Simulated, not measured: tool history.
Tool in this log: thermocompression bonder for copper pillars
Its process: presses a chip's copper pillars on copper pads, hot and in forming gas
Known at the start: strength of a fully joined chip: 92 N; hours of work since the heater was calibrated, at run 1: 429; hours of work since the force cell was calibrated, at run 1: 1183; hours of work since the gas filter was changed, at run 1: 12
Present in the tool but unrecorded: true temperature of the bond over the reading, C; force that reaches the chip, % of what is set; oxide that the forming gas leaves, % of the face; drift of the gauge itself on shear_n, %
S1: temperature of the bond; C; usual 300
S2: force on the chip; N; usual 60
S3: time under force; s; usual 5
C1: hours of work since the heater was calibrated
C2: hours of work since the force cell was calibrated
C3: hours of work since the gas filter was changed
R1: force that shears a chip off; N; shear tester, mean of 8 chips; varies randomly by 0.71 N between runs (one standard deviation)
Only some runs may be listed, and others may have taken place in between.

run 1 hour=0 | S1=300 S2=60 S3=5 | C1=429 C2=1183 C3=12 | R1=46
run 2 hour=41.9 | S1=300 S2=60 S3=5 | C1=452 C2=1206 C3=35 | R1=45.7
run 3 hour=107 | S1=300 S2=60 S3=14 | C1=487 C2=1242 C3=71 | R1=61.6
run 4 hour=137.4 | S1=300 S2=60 S3=14 | C1=504 C2=1259 C3=88 | R1=62.4
run 5 hour=199.2 | S1=300 S2=60 S3=14 | C1=538 C2=1293 C3=121 | R1=61.2
run 6 hour=254.5 | S1=300 S2=60 S3=5 | C1=569 C2=1323 C3=152 | R1=44.2
run 7 hour=313.9 | S1=300 S2=60 S3=5 | C1=601 C2=1356 C3=185 | R1=41.8
-- hour=326.9 force cell calibrated
-- hour=327.4 forming gas filter changed
run 8 hour=378.3 | S1=300 S2=60 S3=5 | C1=636 C2=28 C3=28 | R1=45.2
run 9 hour=443.6 | S1=300 S2=60 S3=5 | C1=671 C2=64 C3=64 | R1=43.5
run 10 hour=473.9 | S1=281 S2=40 S3=5 | C1=688 C2=81 C3=81 | R1=27
-- hour=501.9 heater calibrated with a thermocouple chip
run 11 hour=527.2 | S1=281 S2=40 S3=5 | C1=14 C2=109 C3=109 | R1=31.6
run 12 hour=572 | S1=292 S2=47 S3=9 | C1=39 C2=133 C3=133 | R1=49.9
run 13 hour=625.8 | S1=292 S2=47 S3=9 | C1=68 C2=163 C3=163 | R1=47.4
run 14 hour=666.6 | S1=292 S2=47 S3=9 | C1=91 C2=185 C3=185 | R1=47.3
-- hour=676.4 forming gas filter changed
run 15 hour=734.9 | S1=292 S2=47 S3=9 | C1=128 C2=223 C3=32 | R1=49.3
run 16 hour=766.2 | S1=289 S2=86 S3=5 | C1=145 C2=240 C3=49 | R1=51.1
run 17 hour=825.5 | S1=289 S2=86 S3=5 | C1=178 C2=273 C3=82 | R1=49.9
run 18 hour=864.3 | S1=289 S2=86 S3=5 | C1=199 C2=294 C3=103 | R1=49.4

What if the next run were any one of these 4? Each begins from the tool's condition after run 18:
run A hour=901.1 | S1=300 S2=60 S3=3 | C1=219 C2=314 C3=124 | R1=?
run B hour=901.1 | S1=317 S2=89 S3=4 | C1=219 C2=314 C3=124 | R1=?
run C hour=901.1 | S1=289 S2=86 S3=7 | C1=219 C2=314 C3=124 | R1=?
run D hour=901.1 | S1=276 S2=46 S3=4 | C1=219 C2=314 C3=124 | R1=?

run=A R1=39.9
run=B R1=62.1
run=C R1=53.6
run=D R1=27.3
Stripped of hidden state, with their random variation kept, the same runs would have yielded:
run=A R1=43
run=B R1=65.7
run=C R1=57.3
run=D R1=29.8
